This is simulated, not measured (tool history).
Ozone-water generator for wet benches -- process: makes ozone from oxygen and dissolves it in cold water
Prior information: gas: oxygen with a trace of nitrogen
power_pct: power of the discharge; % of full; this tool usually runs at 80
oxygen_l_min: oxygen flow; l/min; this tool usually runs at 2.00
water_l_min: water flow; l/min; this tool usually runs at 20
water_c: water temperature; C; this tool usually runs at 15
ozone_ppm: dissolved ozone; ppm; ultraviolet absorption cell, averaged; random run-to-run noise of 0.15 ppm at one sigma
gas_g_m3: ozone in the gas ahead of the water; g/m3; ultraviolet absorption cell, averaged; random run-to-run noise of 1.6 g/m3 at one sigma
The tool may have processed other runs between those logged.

run 1 day=0.000 | power_pct=80 oxygen_l_min=2.00 water_l_min=20 water_c=15 | ozone_ppm=18.1 gas_g_m3=293.9
run 2 day=2.408 | power_pct=80 oxygen_l_min=2.00 water_l_min=20 water_c=19 | ozone_ppm=17.8 gas_g_m3=291.5
run 3 day=4.342 | power_pct=80 oxygen_l_min=2.00 water_l_min=20 water_c=15 | ozone_ppm=18.0 gas_g_m3=291.1
run 4 day=5.508 | power_pct=80 oxygen_l_min=1.60 water_l_min=20 water_c=15 | ozone_ppm=16.4 gas_g_m3=320.4
run 5 day=6.996 | power_pct=80 oxygen_l_min=1.60 water_l_min=20 water_c=15 | ozone_ppm=16.6 gas_g_m3=317.1
run 6 day=8.108 | power_pct=80 oxygen_l_min=1.60 water_l_min=28 water_c=15 | ozone_ppm=11.0 gas_g_m3=318.2
run 7 day=9.300 | power_pct=44 oxygen_l_min=2.00 water_l_min=20 water_c=15 | ozone_ppm=11.7 gas_g_m3=189.2
run 8 day=11.246 | power_pct=42 oxygen_l_min=2.00 water_l_min=20 water_c=15 | ozone_ppm=11.3 gas_g_m3=183.1
run 9 day=13.042 | power_pct=42 oxygen_l_min=2.00 water_l_min=20 water_c=15 | ozone_ppm=11.3 gas_g_m3=184.1
run 10 day=14.512 | power_pct=42 oxygen_l_min=2.00 water_l_min=20 water_c=15 | ozone_ppm=11.3 gas_g_m3=183.9
run 11 day=15.871 | power_pct=80 oxygen_l_min=2.00 water_l_min=20 water_c=15 | ozone_ppm=17.6 gas_g_m3=291.3
run 12 day=17.700 | power_pct=54 oxygen_l_min=2.00 water_l_min=20 water_c=15 | ozone_ppm=13.7 gas_g_m3=218.8
run 13 day=19.896 | power_pct=99 oxygen_l_min=2.00 water_l_min=20 water_c=15 | ozone_ppm=21.1 gas_g_m3=340.3
run 14 day=21.025 | power_pct=99 oxygen_l_min=2.00 water_l_min=20 water_c=15 | ozone_ppm=20.7 gas_g_m3=339.8
run 15 day=22.096 | power_pct=80 oxygen_l_min=2.00 water_l_min=20 water_c=15 | ozone_ppm=17.8 gas_g_m3=288.9
run 16 day=23.754 | power_pct=80 oxygen_l_min=3.51 water_l_min=20 water_c=15 | ozone_ppm=21.7 gas_g_m3=235.1
run 17 day=25.092 | power_pct=80 oxygen_l_min=2.00 water_l_min=12 water_c=22 | ozone_ppm=27.4 gas_g_m3=290.9
run 18 day=27.546 | power_pct=70 oxygen_l_min=2.00 water_l_min=12 water_c=7 | ozone_ppm=28.8 gas_g_m3=265.1
run 19 day=28.933 | power_pct=100 oxygen_l_min=2.00 water_l_min=20 water_c=15 | ozone_ppm=21.1 gas_g_m3=341.6
run 20 day=31.058 | power_pct=82 oxygen_l_min=2.00 water_l_min=20 water_c=15 | ozone_ppm=18.5 gas_g_m3=295.1
-- day=31.425 contactor cleaned
run 21 day=32.292 | power_pct=55 oxygen_l_min=2.00 water_l_min=18 water_c=12 | ozone_ppm=15.4 gas_g_m3=222.0
run 22 day=33.362 | power_pct=41 oxygen_l_min=1.62 water_l_min=20 water_c=15 | ozone_ppm=9.8 gas_g_m3=195.0
run 23 day=34.367 | power_pct=41 oxygen_l_min=1.62 water_l_min=20 water_c=15 | ozone_ppm=10.0 gas_g_m3=194.5
run 24 day=35.592 | power_pct=41 oxygen_l_min=1.62 water_l_min=20 water_c=15 | ozone_ppm=9.8 gas_g_m3=192.6
run 25 day=37.004 | power_pct=80 oxygen_l_min=3.49 water_l_min=24 water_c=21 | ozone_ppm=16.8 gas_g_m3=235.0
run 26 day=38.496 | power_pct=80 oxygen_l_min=2.60 water_l_min=24 water_c=10 | ozone_ppm=16.4 gas_g_m3=261.4
run 27 day=40.888 | power_pct=54 oxygen_l_min=2.00 water_l_min=20 water_c=15 | ozone_ppm=13.2 gas_g_m3=217.8
-- day=41.321 contactor cleaned, once more
-- day=42.650 water thermometer calibrated
run 28 day=42.833 | power_pct=51 oxygen_l_min=1.47 water_l_min=20 water_c=15 | ozone_ppm=11.7 gas_g_m3=233.5
run 29 day=44.133 | power_pct=83 oxygen_l_min=1.13 water_l_min=17 water_c=20 | ozone_ppm=16.8 gas_g_m3=358.3
run 30 day=46.017 | power_pct=65 oxygen_l_min=1.18 water_l_min=12 water_c=9 | ozone_ppm=21.8 gas_g_m3=300.8
run 31 day=47.433 | power_pct=65 oxygen_l_min=1.18 water_l_min=12 water_c=9 | ozone_ppm=22.2 gas_g_m3=300.2
run 32 day=48.821 | power_pct=70 oxygen_l_min=1.18 water_l_min=16 water_c=11 | ozone_ppm=17.1 gas_g_m3=315.8

Had the tool no unlogged condition, and each run kept its random variation, what would the results have been?
The tool's hidden condition here consists of: yield of the discharge, % of new electrodes'; contactor's efficiency, % of a clean one's; true water temperature over the reading, C; drift of the gauge itself on ozone_ppm, %; drift of the gauge itself on gas_g_m3, %.
run=1 ozone_ppm=18.8 gas_g_m3=296.1
run=2 ozone_ppm=18.6 gas_g_m3=294.1
run=3 ozone_ppm=18.8 gas_g_m3=294.1
run=4 ozone_ppm=17.2 gas_g_m3=323.8
run=5 ozone_ppm=17.4 gas_g_m3=320.8
run=6 ozone_ppm=11.6 gas_g_m3=322.1
run=7 ozone_ppm=12.3 gas_g_m3=190.7
run=8 ozone_ppm=11.8 gas_g_m3=184.6
run=9 ozone_ppm=11.9 gas_g_m3=185.7
run=10 ozone_ppm=11.9 gas_g_m3=185.6
run=11 ozone_ppm=18.6 gas_g_m3=296.2
run=12 ozone_ppm=14.4 gas_g_m3=221.7
run=13 ozone_ppm=22.4 gas_g_m3=347.8
run=14 ozone_ppm=22.0 gas_g_m3=347.5
run=15 ozone_ppm=18.9 gas_g_m3=294.8
run=16 ozone_ppm=23.1 gas_g_m3=240.2
run=17 ozone_ppm=28.7 gas_g_m3=297.4
run=18 ozone_ppm=30.2 gas_g_m3=270.9
run=19 ozone_ppm=22.5 gas_g_m3=351.3
run=20 ozone_ppm=19.7 gas_g_m3=302.9
run=21 ozone_ppm=16.6 gas_g_m3=226.4
run=22 ozone_ppm=10.6 gas_g_m3=197.9
run=23 ozone_ppm=10.7 gas_g_m3=197.5
run=24 ozone_ppm=10.6 gas_g_m3=195.7
run=25 ozone_ppm=18.4 gas_g_m3=242.0
run=26 ozone_ppm=18.0 gas_g_m3=269.4
run=27 ozone_ppm=14.3 gas_g_m3=223.0
run=28 ozone_ppm=12.0 gas_g_m3=238.9
run=29 ozone_ppm=17.4 gas_g_m3=370.8
run=30 ozone_ppm=22.5 gas_g_m3=309.9
run=31 ozone_ppm=22.9 gas_g_m3=309.5
run=32 ozone_ppm=17.8 gas_g_m3=326.3
